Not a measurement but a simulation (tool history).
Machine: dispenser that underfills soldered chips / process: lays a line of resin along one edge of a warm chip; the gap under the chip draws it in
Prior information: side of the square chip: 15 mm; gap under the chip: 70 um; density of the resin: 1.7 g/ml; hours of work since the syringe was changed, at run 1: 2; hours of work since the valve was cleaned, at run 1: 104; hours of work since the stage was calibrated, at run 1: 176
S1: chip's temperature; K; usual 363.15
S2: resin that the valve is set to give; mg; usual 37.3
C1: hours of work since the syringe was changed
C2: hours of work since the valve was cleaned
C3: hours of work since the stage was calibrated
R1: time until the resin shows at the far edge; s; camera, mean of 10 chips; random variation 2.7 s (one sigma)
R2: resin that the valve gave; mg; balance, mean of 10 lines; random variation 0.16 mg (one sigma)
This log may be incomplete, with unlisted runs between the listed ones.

| run | hour | S1 | S2 | C1 | C2 | C3 | R1 | R2 |
|---|---|---|---|---|---|---|---|---|
| 1 | 0 | 363.15 | 37.3 | 2 | 104 | 176 | 293.3 | 34.35 |
| 2 | 3.2 | 363.15 | 37.3 | 4 | 106 | 178 | 339.9 | 33.97 |
|  | 7.3 | dispensing valve cleaned and set on the balance |
| 3 | 10.6 | 364.15 | 37.3 | 9 | 2 | 183 | 424 | 37.17 |
|  | 12 | new syringe of resin |
| 4 | 16.5 | 363.15 | 33.2 | 3 | 7 | 187 | 317.7 | 33.05 |
| 5 | 22.6 | 363.15 | 33.2 | 8 | 11 | 192 | 417.8 | 32.76 |
|  | 25.1 | new syringe of resin |
| 6 | 27.6 | 363.15 | 33.2 | 2 | 15 | 195 | 294.3 | 32.61 |
| 7 | 32.9 | 350.15 | 33.2 | 6 | 19 | 199 | 575 | 32.39 |
| 8 | 36.8 | 350.15 | 33.2 | 9 | 21 | 202 | 699.5 | 32.42 |
|  | 37.9 | new syringe of resin |
| 9 | 43.2 | 350.15 | 33.2 | 4 | 26 | 207 | 523.8 | 32.36 |
| 10 | 47.2 | 368.15 | 37.3 | 7 | 29 | 210 | 324.8 | 36.38 |
|  | 50.8 | new syringe of resin |
| 11 | 51.1 | 368.15 | 37.3 | 0 | 32 | 212 | 215.9 | 36.45 |
| 12 | 54.7 | 368.15 | 37.3 | 3 | 34 | 215 | 256.4 | 36.06 |
| 13 | 60.7 | 368.15 | 37.3 | 7 | 39 | 219 | 338.1 | 35.8 |
|  | 64 | new syringe of resin |
| 14 | 64.4 | 368.15 | 37.3 | 0 | 41 | 222 | 215.5 | 35.75 |
| 15 | 67.6 | 368.15 | 37.3 | 3 | 44 | 224 | 247.2 | 36.08 |
| 16 | 73.1 | 368.15 | 37.3 | 7 | 48 | 228 | 324.2 | 35.63 |
|  | 77.1 | new syringe of resin |
| 17 | 80 | 368.15 | 42.5 | 2 | 53 | 233 | 236.5 | 40.72 |
| 18 | 83.4 | 363.15 | 37.4 | 5 | 55 | 236 | 336.3 | 35.72 |
| 19 | 88.1 | 363.15 | 37.4 | 8 | 59 | 239 | 424.1 | 35.57 |
|  | 90.5 | new syringe of resin |
| 20 | 93.6 | 364.15 | 39 | 2 | 62 | 243 | 284.5 | 36.83 |
| 21 | 99.4 | 374.15 | 39 | 7 | 67 | 247 | 269.2 | 36.61 |
| 22 | 103 | 352.15 | 42.9 | 9 | 69 | 250 | 633.9 | 40.39 |
|  | 103.7 | new syringe of resin |
| 23 | 108.1 | 352.15 | 42.9 | 3 | 73 | 254 | 440.2 | 40.05 |
| 24 | 113.4 | 363.15 | 31.8 | 7 | 77 | 258 | 419.2 | 29.71 |
|  | 116.7 | new syringe of resin |
| 25 | 117.8 | 353.15 | 48.3 | 1 | 80 | 261 | 357.5 | 45.17 |
| 26 | 123.2 | 353.15 | 48.3 | 5 | 84 | 265 | 455.4 | 45.47 |
|  | 129.6 | new syringe of resin |
| 27 | 129.6 | 368.15 | 36.2 | 0 | 88 | 269 | 212.8 | 33.85 |
| 28 | 135.1 | 368.15 | 36.2 | 4 | 93 | 273 | 281.1 | 33.46 |
| 29 | 141.6 | 351.15 | 42.5 | 9 | 97 | 278 | 654.1 | 39.22 |
|  | 142.8 | new syringe of resin |
| 30 | 147.2 | 362.15 | 32.9 | 3 | 101 | 282 | 342.6 | 30.1 |
| 31 | 153.7 | 353.15 | 36.5 | 8 | 106 | 287 | 590.6 | 33.19 |
|  | 155.7 | new syringe of resin |
|  | 158.3 | dispensing valve cleaned and set on the balance |
| 32 | 158.9 | 351.15 | 31.8 | 2 | 0 | 290 | 432.6 | 31.89 |
| 33 | 164 | 361.15 | 35.1 | 5 | 4 | 294 | 373.4 | 34.77 |
| 34 | 167.8 | 361.15 | 35.1 | 8 | 7 | 296 | 436.5 | 34.62 |
|  | 169.9 | new syringe of resin |
| 35 | 174.1 | 361.15 | 35.1 | 3 | 12 | 301 | 329.6 | 34.67 |

What if the next run were any one of these 4? Each begins from the tool's condition after run 35:
| A | 178.3 | 369.15 | 45.5 | 6 | 15 | 304 | ? | ? |
| B | 178.3 | 369.15 | 37.3 | 6 | 15 | 304 | ? | ? |
| C | 178.3 | 368.15 | 36.1 | 6 | 15 | 304 | ? | ? |
| D | 178.3 | 364.15 | 45.8 | 6 | 15 | 304 | ? | ? |

| run | R1 | R2 |
|---|---|---|
| A | 293.9 | 44.83 |
| B | 298.4 | 36.72 |
| C | 316.4 | 35.49 |
| D | 348 | 45.53 |
Take away the tool's hidden state, keep each run's random variation, and the runs would have read:
| run | R1 | R2 |
|---|---|---|
| A | 211.6 | 45.38 |
| B | 214.5 | 37.17 |
| C | 227.4 | 35.93 |
| D | 251.3 | 46.09 |
